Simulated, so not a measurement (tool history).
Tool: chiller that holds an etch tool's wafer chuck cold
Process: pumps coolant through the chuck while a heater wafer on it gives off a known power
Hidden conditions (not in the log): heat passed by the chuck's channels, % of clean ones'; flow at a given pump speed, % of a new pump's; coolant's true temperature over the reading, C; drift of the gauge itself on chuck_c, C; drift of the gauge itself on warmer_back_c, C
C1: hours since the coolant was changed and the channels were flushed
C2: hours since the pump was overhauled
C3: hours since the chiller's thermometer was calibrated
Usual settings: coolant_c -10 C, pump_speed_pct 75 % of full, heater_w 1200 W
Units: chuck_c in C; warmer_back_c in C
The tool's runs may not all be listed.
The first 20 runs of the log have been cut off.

Run 21, hour 1058.9: usual settings but coolant_c -15 C; C1 3734; C2 3333; C3 998. Result: chuck_c -6 C, warmer_back_c 4.4 C.
Run 22, hour 1131.5: usual settings but coolant_c -17 C, pump_speed_pct 61 % of full, heater_w 1205 W; C1 3806; C2 3405; C3 1070. Result: chuck_c -6.2 C, warmer_back_c 5.31 C.
Run 23, hour 1183.7: usual settings but coolant_c -17 C, pump_speed_pct 61 % of full, heater_w 1205 W; C1 3859; C2 3457; C3 1122. Result: chuck_c -6.4 C, warmer_back_c 5.26 C.
Run 24, hour 1245.2: usual settings but coolant_c -5 C, pump_speed_pct 61 % of full, heater_w 730 W; C1 3920; C2 3519; C3 1184. Result: chuck_c 1.6 C, warmer_back_c 3.17 C.
Run 25, hour 1298: usual settings but coolant_c -5 C, pump_speed_pct 61 % of full, heater_w 730 W; C1 3973; C2 3572; C3 1237. Result: chuck_c 1.5 C, warmer_back_c 3.22 C.
Run 26, hour 1346: usual settings but coolant_c -5 C, pump_speed_pct 61 % of full, heater_w 730 W; C1 4021; C2 3620; C3 1285. Result: chuck_c 1.8 C, warmer_back_c 3.25 C.
Run 27, hour 1395.3: usual settings but heater_w 864 W; C1 4070; C2 3669; C3 1334. Result: chuck_c -3.5 C, warmer_back_c 3.08 C.
Run 28, hour 1447.5: usual settings but heater_w 864 W; C1 4122; C2 3721; C3 1386. Result: chuck_c -3.4 C, warmer_back_c 3.14 C.
Run 29, hour 1484: usual settings but coolant_c -14 C, pump_speed_pct 66 % of full, heater_w 960 W; C1 4159; C2 3758; C3 1423. Result: chuck_c -6.1 C, warmer_back_c 3.96 C.
Run 30, hour 1543.7: usual settings but coolant_c -14 C, pump_speed_pct 66 % of full, heater_w 960 W; C1 4219; C2 3817; C3 1482. Result: chuck_c -5.9 C, warmer_back_c 4.03 C.

Expected results for the next run?
Run 31, hour 1611.2: usual settings but coolant_c -5 C, pump_speed_pct 82 % of full, heater_w 960 W; C1 4286; C2 3885; C3 1550. Result: chuck_c ?, warmer_back_c ?.

chuck_c: 1.9 C
warmer_back_c: 3.23 C
With no hidden state in the tool, this same run would have given chuck_c 1.4 C, warmer_back_c 3.06 C.

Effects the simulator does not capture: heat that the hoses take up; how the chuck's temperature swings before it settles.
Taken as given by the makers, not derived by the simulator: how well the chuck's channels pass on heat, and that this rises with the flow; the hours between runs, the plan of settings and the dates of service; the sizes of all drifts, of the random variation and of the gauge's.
